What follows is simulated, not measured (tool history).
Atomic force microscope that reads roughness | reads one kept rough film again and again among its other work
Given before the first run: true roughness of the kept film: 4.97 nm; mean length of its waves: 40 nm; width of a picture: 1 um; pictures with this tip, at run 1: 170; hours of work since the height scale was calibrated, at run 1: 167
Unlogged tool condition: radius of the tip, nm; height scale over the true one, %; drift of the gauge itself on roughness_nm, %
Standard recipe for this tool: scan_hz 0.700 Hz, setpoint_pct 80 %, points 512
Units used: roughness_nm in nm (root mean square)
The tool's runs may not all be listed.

run   hour  scan_hz  setpoint_pct  points  pictures with this tip  hours of work since the height scale was calibrated  roughness_nm
  1    0.0    0.700            80     512                     170                                                  167         3.925
  2    8.9    0.700            80     512                     183                                                  172         3.854
  3   15.9    0.700            80     512                     193                                                  176         3.886
  4   23.7    0.700            80     512                     204                                                  180         3.816
  5   30.1    0.700            80     512                     214                                                  183         3.818
  6   40.9    0.700            57     512                     229                                                  189         3.882
  7   52.9    0.700            57     512                     247                                                  195         3.839
      56.4  -- new tip fitted
  8   66.2    0.700            57     512                      14                                                  202         4.482
  9   75.2    0.700            80     512                      27                                                  207         4.319
 10   87.8    0.700            58     512                      45                                                  213         4.365
 11   99.3    0.700            58     512                      62                                                  219         4.309
 12  110.8    0.700            66     512                      79                                                  225         4.268
 13  121.1    0.700            66     512                      93                                                  231         4.199
 14  130.5    0.700            66     512                     107                                                  236         4.171
 15  136.9    0.700            66     512                     116                                                  239         4.108
 16  148.3    0.700            66     512                     133                                                  245         4.097
 17  156.3    0.700            80     674                     144                                                  249         3.987
 18  163.0    0.700            80     674                     154                                                  253         3.935
 19  170.9    2.074            80     512                     166                                                  257         3.623
 20  180.4    2.074            80     512                     179                                                  262         3.600
 21  186.5    2.074            79     512                     188                                                  265         3.573
 22  198.2    2.074            65     512                     205                                                  271         3.783
 23  207.3    2.074            65     512                     218                                                  276         3.756
 24  216.9    3.051            80     512                     232                                                  281         3.300
 25  224.1    3.051            80     512                     242                                                  285         3.286
 26  229.5    3.051            80     512                     250                                                  288         3.289
     230.8  -- new tip fitted
 27  237.1    3.051            80     512                       9                                                  291         3.875
 28  247.4    0.796            78     346                      23                                                  297         4.294
 29  254.6    0.796            78     346                      34                                                  301         4.277
 30  266.7    0.796            78     346                      51                                                  307         4.220
 31  277.5    0.796            78     346                      67                                                  313         4.184
 32  286.1    0.796            78     481                      80                                                  317         4.177
 33  296.4    0.763            83     481                      94                                                  323         4.057
 34  301.7    1.356            75     355                     102                                                  325         3.995
 35  312.3    1.024            86     388                     117                                                  331         3.866
     314.4  -- height scale calibrated on a step standard
 36  321.2    1.024            86     388                     129                                                    4         3.854
 37  330.7    1.512            89     610                     142                                                    9         3.653
 38  341.0    1.711            76     396                     157                                                   14         3.769
 39  349.8    1.570            76     379                     170                                                   19         3.772
     356.1  -- height scale calibrated on a step standard, once more
 40  358.6    1.570            76     379                     181                                                    1         3.741
 41  369.3    3.490            85     356                     197                                                    7         3.156

Run 42 has not been measured yet. What should we expect?
 42  378.6    3.490            66     356                     210                                                   12             ?

roughness_nm: 3.603 nm (root mean square)
With no hidden state in the tool, this same run would have given roughness_nm 4.161 nm (root mean square).
